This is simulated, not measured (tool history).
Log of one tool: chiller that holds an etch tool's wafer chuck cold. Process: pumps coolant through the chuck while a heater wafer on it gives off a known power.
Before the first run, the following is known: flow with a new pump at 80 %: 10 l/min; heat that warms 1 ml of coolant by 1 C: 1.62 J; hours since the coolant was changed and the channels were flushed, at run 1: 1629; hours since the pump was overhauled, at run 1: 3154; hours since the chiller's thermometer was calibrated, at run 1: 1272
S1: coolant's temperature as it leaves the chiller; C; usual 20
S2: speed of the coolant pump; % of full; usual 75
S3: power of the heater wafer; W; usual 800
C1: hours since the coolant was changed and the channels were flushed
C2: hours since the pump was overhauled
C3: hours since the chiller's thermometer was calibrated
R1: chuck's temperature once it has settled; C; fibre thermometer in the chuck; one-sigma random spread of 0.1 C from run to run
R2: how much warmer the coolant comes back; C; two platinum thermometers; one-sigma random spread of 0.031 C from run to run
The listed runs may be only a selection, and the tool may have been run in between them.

run,hour,S1,S2,S3,C1,C2,C3,R1,R2
1,0.0,20,75,800,1629,3154,1272,29.9,3.15
2,83.1,20,75,800,1712,3238,1356,30.1,3.11
3,177.4,20,75,800,1807,3332,1450,29.9,3.14
4,244.0,20,75,800,1873,3398,1516,30.0,3.11
5,365.2,20,75,800,1994,3520,1638,30.0,3.11
6,476.4,20,91,800,2106,3631,1749,28.7,2.43
7,547.1,20,73,800,2176,3702,1820,30.0,3.11
8,672.4,20,75,800,2302,3827,1945,29.8,2.97
9,748.7,20,88,800,2378,3903,2021,28.9,2.41
10,823.6,20,88,800,2453,3978,2096,28.9,2.43
11,889.0,20,70,663,2518,4043,2161,28.6,2.59
12,1007.6,20,75,800,2637,4162,2280,30.0,2.94
13,1071.3,27,75,412,2700,4226,2344,32.0,1.32
14,1170.3,27,75,1127,2800,4325,2443,40.8,4.20
15,1298.9,17,75,729,2928,4453,2571,26.1,2.58
16,1408.5,24,75,729,3038,4563,2681,33.1,2.49
17,1474.7,12,96,800,3104,4629,2747,20.7,2.03
18,1548.4,19,93,800,3178,4703,2821,27.7,2.06
19,1616.7,19,93,800,3246,4771,2889,27.7,2.09

Here are 3 independent what-if runs from the current tool condition. What would each one return?
# hour 1637.1: gauge calibrated
A,1695.8,10,92,800,3325,4850,2968,?,?
# hour 1637.1: gauge calibrated
B,1695.8,12,80,584,3325,4850,2968,?,?
# hour 1637.1: gauge calibrated
C,1695.8,20,75,734,3325,4850,2968,?,?

run,R1,R2
A,18.8,2.52
B,18.9,2.15
C,29.2,2.92
The same runs, with their run-to-run variation unchanged, on a tool lacking any hidden condition would have given:
run,R1,R2
A,18.7,2.53
B,18.8,2.15
C,29.1,2.93

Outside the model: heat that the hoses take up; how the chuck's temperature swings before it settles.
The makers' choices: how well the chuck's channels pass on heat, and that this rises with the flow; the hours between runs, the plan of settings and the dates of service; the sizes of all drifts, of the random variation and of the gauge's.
